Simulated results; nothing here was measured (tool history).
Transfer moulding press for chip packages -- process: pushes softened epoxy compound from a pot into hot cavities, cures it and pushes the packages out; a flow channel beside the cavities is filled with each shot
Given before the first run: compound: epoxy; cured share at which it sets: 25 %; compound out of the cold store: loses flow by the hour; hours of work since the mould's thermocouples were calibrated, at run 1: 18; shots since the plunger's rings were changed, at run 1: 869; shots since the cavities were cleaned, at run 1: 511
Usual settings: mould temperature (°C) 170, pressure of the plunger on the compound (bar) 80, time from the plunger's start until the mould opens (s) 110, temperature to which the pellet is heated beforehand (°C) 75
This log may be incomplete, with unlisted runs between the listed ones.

run	hour	mould temperature (°C)	pressure of the plunger on the compound (bar)	time from the plunger's start until the mould opens (s)	temperature to which the pellet is heated beforehand (°C)	hours of work since the mould's thermocouples were calibrated	shots since the plunger's rings were changed	shots since the cavities were cleaned	incoming compound's hours out of the cold store	length that the compound runs in the flow channel (mm)	greatest force on the pins that push the packages out (N)
1	0	170	80	110	75	18	869	511	44.5	650	966
# hour 6.7: cavities cleaned with cleaning compound and waxed
2	11.2	170	80	110	75	24	964	44	37.9	667	637
3	23.1	169	80	110	75	32	1082	162	17.5	727	822
4	29.8	169	80	110	75	36	1148	228	11.1	738	886
5	42.7	169	80	110	75	44	1275	355	28	686	973
6	55.7	169	80	110	74	52	1403	483	26.8	714	1080
# hour 66.1: cavities cleaned with cleaning compound and waxed
7	68.7	169	85.1	110	74	59	1517	26	47.6	661	658
8	74.4	170	80	110	72	62	1573	82	9.6	740	712
9	80.8	170	80	110	72	66	1636	145	26.2	698	746
10	92.4	170	80	110	72	73	1751	260	27.4	691	817
11	105	170	80	110	72	81	1874	383	25.9	692	938
12	116.1	170	80	110	72	88	1984	493	21.6	700	991
# hour 125.2: cavities cleaned with cleaning compound and waxed
13	130.7	170	80	110	72	96	2113	54	31.7	677	668
14	140	170	80	110	72	102	2205	146	11.5	736	756
15	145.7	170	80	143	72	105	2261	202	31.3	674	632
16	152.2	167	79	134	79	109	2325	266	15.1	728	761
17	160.4	167	79	134	79	114	2405	346	14.2	718	801
18	171.6	167	79	134	79	121	2516	457	21.1	710	849
19	178.5	170	86	107	79	126	2584	525	33	698	1043
# hour 184.4: cavities cleaned with cleaning compound and waxed
20	192.5	172	90	95	71	133	2708	81	12.9	753	894
21	198.4	162	82.6	107	77	137	2765	138	18	742	1521
22	204.8	163	75	100	80	141	2829	202	25.3	688	1756
23	216.8	163	75	100	80	148	2947	320	40.2	642	1721
24	224.6	164	91.4	100	80	153	3023	396	15.7	776	1897
25	237.7	167	90.8	101	74	161	3152	525	17.5	750	1598
# hour 243.5: cavities cleaned with cleaning compound and waxed
26	252.6	167	90.8	101	74	170	3285	90	41.8	693	1053
27	262.8	170	80	100	78	176	3386	191	12.7	708	1057
28	274.2	170	80	110	75	183	3498	303	19.1	704	883

Below are 4 alternative next runs, each starting from the tool's condition after run 28. Predict each:
A	285.1	170	80	117	75	190	3606	411	9.9	?	?
B	285.1	170	60.1	110	75	190	3606	411	16.3	?	?
C	285.1	170	80	110	81	190	3606	411	33.7	?	?
D	285.1	169	80	110	74	190	3606	411	37.7	?	?

run	length that the compound runs in the flow channel (mm)	greatest force on the pins that push the packages out (N)
A	707	867
B	599	994
C	649	914
D	649	987
What these runs would have given with no unlogged condition in the tool:
run	length that the compound runs in the flow channel (mm)	greatest force on the pins that push the packages out (N)
A	744	551
B	630	630
C	682	581
D	683	628

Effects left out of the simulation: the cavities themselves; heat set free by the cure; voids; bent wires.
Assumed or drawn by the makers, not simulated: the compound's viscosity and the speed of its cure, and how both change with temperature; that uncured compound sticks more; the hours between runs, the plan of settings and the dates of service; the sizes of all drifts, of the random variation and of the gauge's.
